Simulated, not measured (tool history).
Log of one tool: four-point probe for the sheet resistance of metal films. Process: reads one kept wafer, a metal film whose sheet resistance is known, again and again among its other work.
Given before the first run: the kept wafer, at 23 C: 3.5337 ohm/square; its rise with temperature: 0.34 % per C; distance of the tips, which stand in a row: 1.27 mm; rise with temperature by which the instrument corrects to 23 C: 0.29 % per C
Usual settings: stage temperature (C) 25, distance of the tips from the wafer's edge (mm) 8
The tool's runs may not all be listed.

run	day	stage temperature (C)	distance of the tips from the wafer's edge (mm)	sheet resistance as the instrument gives it (ohm/square)
1	0.000	25	8	3.584391
2	1.917	25	8	3.585396
3	4.058	25	8	3.585079
4	6.442	19	8	3.575266
5	10.154	19	8	3.573626
6	12.733	19	8	3.573809
7	15.321	19	8	3.573749
8	17.321	19	8	3.572622
9	20.558	23	20	3.540687
10	23.546	23	20	3.540785
11	26.775	29	71	3.544121
12	31.304	20	11	3.553707
13	33.783	20	11	3.553624
14	36.962	24	7	3.597550

Alternative continuations, all from the tool just after run 14; predict every row:
A	40.088	19	27	?
B	40.088	19	9	?
C	40.088	28	22	?
D	40.088	24	6	?

run	sheet resistance as the instrument gives it (ohm/square)
A	3.529309
B	3.564385
C	3.548894
D	3.619913
With no hidden state in the tool, these same runs would have given:
run	sheet resistance as the instrument gives it (ohm/square)
A	3.529312
B	3.564389
C	3.548900
D	3.619919
